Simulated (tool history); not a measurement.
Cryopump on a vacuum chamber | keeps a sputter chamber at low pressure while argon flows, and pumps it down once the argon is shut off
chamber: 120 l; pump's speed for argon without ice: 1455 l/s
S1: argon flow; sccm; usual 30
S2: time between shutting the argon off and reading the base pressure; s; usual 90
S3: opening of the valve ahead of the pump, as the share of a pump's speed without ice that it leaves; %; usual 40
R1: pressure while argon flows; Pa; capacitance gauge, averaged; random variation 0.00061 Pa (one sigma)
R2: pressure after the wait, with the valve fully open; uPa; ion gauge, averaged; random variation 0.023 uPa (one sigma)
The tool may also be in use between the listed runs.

run	hour	S1	S2	S3	R1	R2
1	0	30	90	40	0.0994	1.71
2	13.5	30	90	40	0.0994	1.7
3	33.1	30	90	40	0.1002	1.78
4	48.6	30	90	40	0.1015	1.8
5	80.6	30	90	40	0.1013	1.8
6	101.8	16	90	40	0.0546	1.76
7	131.1	16	90	40	0.0535	1.82
8	148.6	16	90	40	0.0541	1.83
9	174.3	16	90	40	0.0546	1.86
10	196.3	16	90	40	0.0551	1.84
# hour 202.8: pump warmed up, emptied and cooled again
11	230	16	90	40	0.0457	1.47
12	258.5	30	90	40	0.0883	1.52
# hour 269.3: leaking fittings of the chamber tightened, without venting
13	283.7	13	90	40	0.0382	0.85
14	313.1	52	238	40	0.1526	0.42
15	335.3	15	23	26	0.0674	2.62
16	350.5	18	23	26	0.0809	2.51
17	371	50	239	24	0.245	0.51
18	389	27	76	17	0.185	0.98
19	414.7	30	90	40	0.0889	0.95
20	434.5	30	90	40	0.0887	0.91
21	447.8	30	90	35	0.1014	0.89
22	478.2	30	90	35	0.1017	0.89
23	497	30	90	35	0.1026	0.9
24	528.1	30	90	28	0.1276	0.9
25	546.3	58	206	33	0.2089	0.57

3 ways to go on from here, each from the tool as it stands after run 25. What would each give?
A	563.8	34	98	31	?	?
B	563.8	58	217	33	?	?
C	563.8	15	150	33	?	?

run	R1	R2
A	0.1311	0.85
B	0.2107	0.57
C	0.0545	0.72
Without the tool's hidden state the same runs would have given:
run	R1	R2
A	0.1272	0.72
B	0.204	0.44
C	0.0527	0.59

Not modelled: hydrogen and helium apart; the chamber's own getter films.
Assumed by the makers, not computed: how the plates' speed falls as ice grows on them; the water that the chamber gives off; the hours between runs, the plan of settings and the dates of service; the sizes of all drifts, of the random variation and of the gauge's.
